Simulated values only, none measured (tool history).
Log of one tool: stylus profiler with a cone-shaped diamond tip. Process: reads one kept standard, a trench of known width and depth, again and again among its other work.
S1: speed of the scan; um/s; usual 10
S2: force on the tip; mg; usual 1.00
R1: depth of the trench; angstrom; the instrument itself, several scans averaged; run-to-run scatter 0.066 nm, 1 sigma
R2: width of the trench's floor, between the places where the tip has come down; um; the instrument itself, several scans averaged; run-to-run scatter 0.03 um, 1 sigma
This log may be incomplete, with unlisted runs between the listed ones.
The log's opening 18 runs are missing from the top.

run,hour,S1,S2,R1,R2
19,187.3,10,2.58,1008.3,98.33
20,202.3,10,2.96,1010.5,98.37
21,218.5,10,2.96,1009.1,98.38
22,229.7,10,1.00,1002.9,98.32
23,241.8,20,1.00,1002.8,98.29
24,255.5,20,1.00,1003.3,98.31
# hour 257.3: height scale calibrated on a step standard
25,271.8,20,1.00,1002.4,98.25
# hour 284.8: height scale calibrated on a step standard, once more
26,285.6,20,1.00,1005.3,98.27
27,293.1,6,0.46,1003.3,98.25
28,307.5,33,0.95,1004.7,98.15
29,318.1,2,0.50,1003.4,98.28
30,326.8,2,0.50,1003.7,98.35
31,334.0,17,1.09,1006.2,98.24
32,348.7,17,1.09,1006.0,98.23
33,360.9,9,0.91,1004.3,98.29
34,368.4,28,0.57,1005.1,98.15
35,378.0,28,0.57,1004.0,98.12
36,394.4,28,0.57,1002.9,98.14
37,404.3,28,2.74,1009.8,98.19
38,419.6,5,0.54,1003.8,98.26
39,428.6,5,0.54,1003.2,98.24
40,435.4,28,0.53,1004.0,98.10
41,447.0,10,0.53,1001.9,98.26
42,458.1,16,2.87,1010.2,98.26

For run 43, what comes out?
43,464.8,16,2.87,?,?

R1: 1009.1 angstrom
R2: 98.29 um
With the hidden condition absent and the run-to-run variation left alone, this run would have shown R1 1009.8 angstrom, R2 98.76 um.
